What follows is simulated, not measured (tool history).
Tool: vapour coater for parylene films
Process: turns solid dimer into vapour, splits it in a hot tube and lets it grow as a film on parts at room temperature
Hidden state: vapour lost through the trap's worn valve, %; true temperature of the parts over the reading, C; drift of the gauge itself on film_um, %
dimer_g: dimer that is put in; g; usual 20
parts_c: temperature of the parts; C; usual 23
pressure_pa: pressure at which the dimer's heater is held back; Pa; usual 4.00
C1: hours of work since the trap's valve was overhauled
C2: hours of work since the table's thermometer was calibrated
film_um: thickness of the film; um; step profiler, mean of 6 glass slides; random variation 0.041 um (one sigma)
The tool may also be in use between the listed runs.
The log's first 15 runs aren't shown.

{"run": 16, "day": 13.062, "dimer_g": 26, "parts_c": 23, "pressure_pa": 4.0, "C1": 175, "C2": 474, "film_um": 5.52}
{"run": 17, "day": 13.725, "dimer_g": 26, "parts_c": 23, "pressure_pa": 4.0, "C1": 182, "C2": 481, "film_um": 5.54}
{"run": 18, "day": 14.688, "dimer_g": 26, "parts_c": 23, "pressure_pa": 4.0, "C1": 192, "C2": 491, "film_um": 5.57}
{"run": 19, "day": 15.662, "dimer_g": 26, "parts_c": 23, "pressure_pa": 4.0, "C1": 202, "C2": 501, "film_um": 5.51}
{"run": 20, "day": 16.492, "dimer_g": 26, "parts_c": 23, "pressure_pa": 4.0, "C1": 211, "C2": 510, "film_um": 5.5}
{"run": 21, "day": 17.388, "dimer_g": 26, "parts_c": 23, "pressure_pa": 4.0, "C1": 221, "C2": 519, "film_um": 5.57}
{"run": 22, "day": 17.871, "dimer_g": 26, "parts_c": 33, "pressure_pa": 4.6, "C1": 226, "C2": 524, "film_um": 3.63}
{"run": 23, "day": 18.954, "dimer_g": 20, "parts_c": 23, "pressure_pa": 8.2, "C1": 237, "C2": 535, "film_um": 3.79}
{"run": 24, "day": 19.771, "dimer_g": 17, "parts_c": 21, "pressure_pa": 3.99, "C1": 245, "C2": 544, "film_um": 3.85}
{"run": 25, "day": 20.604, "dimer_g": 11, "parts_c": 26, "pressure_pa": 4.0, "C1": 254, "C2": 553, "film_um": 2.05}
{"run": 26, "day": 21.325, "dimer_g": 25, "parts_c": 19, "pressure_pa": 5.44, "C1": 262, "C2": 560, "film_um": 5.92}
{"run": 27, "day": 21.812, "dimer_g": 25, "parts_c": 19, "pressure_pa": 5.44, "C1": 267, "C2": 565, "film_um": 5.93}
{"run": 28, "day": 22.804, "dimer_g": 30, "parts_c": 23, "pressure_pa": 6.29, "C1": 277, "C2": 576, "film_um": 5.83}
{"run": 29, "day": 23.612, "dimer_g": 30, "parts_c": 23, "pressure_pa": 8.78, "C1": 286, "C2": 584, "film_um": 5.63}
{"run": 30, "day": 24.596, "dimer_g": 28, "parts_c": 34, "pressure_pa": 4.55, "C1": 296, "C2": 594, "film_um": 3.7}
{"run": 31, "day": 25.3, "dimer_g": 20, "parts_c": 30, "pressure_pa": 6.0, "C1": 303, "C2": 602, "film_um": 2.96}
{"run": 32, "day": 25.833, "dimer_g": 12, "parts_c": 35, "pressure_pa": 6.0, "C1": 309, "C2": 607, "film_um": 1.46}
{"run": 33, "day": 26.521, "dimer_g": 12, "parts_c": 35, "pressure_pa": 6.0, "C1": 316, "C2": 615, "film_um": 1.45}
{"run": 34, "day": 27.638, "dimer_g": 35, "parts_c": 23, "pressure_pa": 4.0, "C1": 328, "C2": 626, "film_um": 7.25}
{"run": 35, "day": 28.546, "dimer_g": 35, "parts_c": 26, "pressure_pa": 7.18, "C1": 337, "C2": 636, "film_um": 5.82}
{"run": 36, "day": 29.467, "dimer_g": 20, "parts_c": 21, "pressure_pa": 3.73, "C1": 347, "C2": 645, "film_um": 4.53}
{"run": 37, "day": 30.383, "dimer_g": 20, "parts_c": 21, "pressure_pa": 3.73, "C1": 357, "C2": 655, "film_um": 4.52}
{"run": 38, "day": 31.329, "dimer_g": 20, "parts_c": 21, "pressure_pa": 3.73, "C1": 366, "C2": 665, "film_um": 4.46}
{"run": 39, "day": 32.217, "dimer_g": 26, "parts_c": 23, "pressure_pa": 4.0, "C1": 376, "C2": 674, "film_um": 5.27}
{"run": 40, "day": 32.9, "dimer_g": 16, "parts_c": 23, "pressure_pa": 10.2, "C1": 383, "C2": 681, "film_um": 2.86}

5 ways to go on from here, each from the tool as it stands after run 40. What would each give?
{"run": "A", "day": 33.962, "dimer_g": 20, "parts_c": 23, "pressure_pa": 4.0, "C1": 394, "C2": 692, "film_um": "?"}
{"run": "B", "day": 33.962, "dimer_g": 31, "parts_c": 18, "pressure_pa": 7.01, "C1": 394, "C2": 692, "film_um": "?"}
{"run": "C", "day": 33.962, "dimer_g": 34, "parts_c": 28, "pressure_pa": 4.01, "C1": 394, "C2": 692, "film_um": "?"}
{"run": "D", "day": 33.962, "dimer_g": 20, "parts_c": 23, "pressure_pa": 4.46, "C1": 394, "C2": 692, "film_um": "?"}
{"run": "E", "day": 33.962, "dimer_g": 20, "parts_c": 35, "pressure_pa": 5.44, "C1": 394, "C2": 692, "film_um": "?"}

run=A film_um=4.05
run=B film_um=7.15
run=C film_um=5.61
run=D film_um=3.97
run=E film_um=2.38
Without the tool's hidden state the same runs would have given:
run=A film_um=4.52
run=B film_um=8.00
run=C film_um=6.28
run=D film_um=4.44
run=E film_um=2.66
